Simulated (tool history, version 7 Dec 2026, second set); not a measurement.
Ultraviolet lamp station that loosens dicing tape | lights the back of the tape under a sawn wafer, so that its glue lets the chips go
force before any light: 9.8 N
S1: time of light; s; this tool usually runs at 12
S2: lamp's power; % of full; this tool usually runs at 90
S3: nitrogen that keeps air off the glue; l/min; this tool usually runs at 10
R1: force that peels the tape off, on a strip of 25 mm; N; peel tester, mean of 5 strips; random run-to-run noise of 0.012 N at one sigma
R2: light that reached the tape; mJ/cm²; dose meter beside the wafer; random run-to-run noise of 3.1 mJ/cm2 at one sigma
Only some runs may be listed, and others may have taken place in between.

| run | hour | S1 | S2 | S3 | R1 | R2 |
|---|---|---|---|---|---|---|
| 1 | 0 | 12 | 90 | 10 | 0.553 | 477 |
| 2 | 34 | 12 | 90 | 10 | 0.548 | 476 |
| 3 | 82.5 | 12 | 90 | 10 | 0.571 | 479 |
| 4 | 122.3 | 12 | 90 | 10 | 0.548 | 480 |
| 5 | 144.8 | 12 | 90 | 10 | 0.556 | 472 |
| 6 | 170.3 | 12 | 90 | 10 | 0.561 | 483 |
| 7 | 204.8 | 12 | 90 | 10 | 0.562 | 482 |
| 8 | 247.2 | 12 | 90 | 10 | 0.546 | 477 |
| 9 | 290.5 | 12 | 90 | 10 | 0.55 | 479 |
| 10 | 323.5 | 12 | 90 | 10 | 0.551 | 474 |
| 11 | 365.7 | 7 | 90 | 10 | 1.797 | 281 |
|  | 376.8 | window cleaned of glue's vapour |
| 12 | 406.3 | 12 | 65 | 5 | 1.915 | 348 |
| 13 | 439.4 | 12 | 65 | 5 | 2.009 | 343 |
| 14 | 479.3 | 12 | 65 | 5 | 1.952 | 346 |
| 15 | 514.1 | 12 | 65 | 5 | 1.979 | 345 |
| 16 | 543.5 | 12 | 65 | 5 | 1.891 | 351 |
| 17 | 568.3 | 12 | 65 | 5 | 1.995 | 345 |
| 18 | 606.1 | 12 | 83 | 5 | 1.249 | 440 |
| 19 | 637.6 | 6 | 77 | 11 | 2.556 | 204 |
| 20 | 677.4 | 6 | 77 | 11 | 2.718 | 202 |
| 21 | 703.5 | 6 | 77 | 11 | 2.681 | 203 |
| 22 | 730.7 | 6 | 77 | 4 | 4.089 | 205 |

Consider 3 possible next runs. They are alternatives, not a sequence: every one starts from the tool as it was left by run 22. What does each give?
| A | 753.2 | 20 | 64 | 18 | ? | ? |
| B | 753.2 | 12 | 90 | 6 | ? | ? |
| C | 753.2 | 12 | 77 | 4 | ? | ? |

| run | R1 | R2 |
|---|---|---|
| A | 0.206 | 563 |
| B | 0.943 | 479 |
| C | 1.729 | 407 |
With the hidden condition removed and each run's random variation left untouched, the same runs would have given:
| run | R1 | R2 |
|---|---|---|
| A | 0.205 | 564 |
| B | 0.94 | 480 |
| C | 1.725 | 408 |
